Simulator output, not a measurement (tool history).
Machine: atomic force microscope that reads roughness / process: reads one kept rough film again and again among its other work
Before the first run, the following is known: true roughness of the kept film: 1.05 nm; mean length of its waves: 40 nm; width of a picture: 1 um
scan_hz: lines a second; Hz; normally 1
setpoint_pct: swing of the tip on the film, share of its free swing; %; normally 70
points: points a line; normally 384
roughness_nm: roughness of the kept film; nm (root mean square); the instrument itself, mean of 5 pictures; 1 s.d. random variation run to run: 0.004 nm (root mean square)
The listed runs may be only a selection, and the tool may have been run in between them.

run,day,scan_hz,setpoint_pct,points,roughness_nm
1,0,1,70,384,0.974
2,0.471,1,70,384,0.963
3,0.733,1,70,384,0.961
4,1.242,1,68,384,0.953
5,1.658,1,68,384,0.949
6,2.017,1,68,384,0.951
7,2.346,1,70,384,0.938
8,2.671,1,70,384,0.974
9,2.967,1,70,384,0.966
10,3.312,1,70,384,0.964
11,3.775,1,70,384,0.959
12,4.129,1,70,384,0.945
13,4.608,1,70,434,0.948
14,4.862,1,68,384,0.946
15,5.146,2.79,66,582,0.884
16,5.446,1,70,982,0.98
17,5.771,3.74,70,452,0.842
18,6.15,0.57,58,673,1.001
19,6.45,0.51,58,673,0.997
20,6.892,1.43,66,640,0.945
21,7.204,1.43,66,640,0.939
22,7.717,1.43,66,640,0.932
23,8.125,0.53,55,726,1.013
24,8.562,1.98,70,368,0.914
25,8.971,1.04,76,466,0.936
26,9.258,1.04,76,466,0.934

Missing from the log above: 3 entries noted between runs. For each, name the pair of listed runs it sits between and say how the tool's hidden condition differs from the listed run just before to the listed run just after:
In the gap between runs 7 and 8: new tip fitted (day 2.588)
  radius of the tip, nm: 21.5 -> 5.7
  measured less the result without the state, roughness_nm: -0.041 -> -0.004 nm (root mean square)
In the gap between runs 15 and 16: new tip fitted (day 5.3)
  radius of the tip, nm: 21.2 -> 6.2; height scale over the true one, %: -0.17 -> -0.18
  measured less the result without the state, roughness_nm: -0.038 -> -0.004 nm (root mean square)
In the gap between runs 22 and 23: new tip fitted (day 7.983)
  radius of the tip, nm: 21 -> 6.3; height scale over the true one, %: -0.19 -> -0.2
  measured less the result without the state, roughness_nm: -0.04 -> -0.006 nm (root mean square)
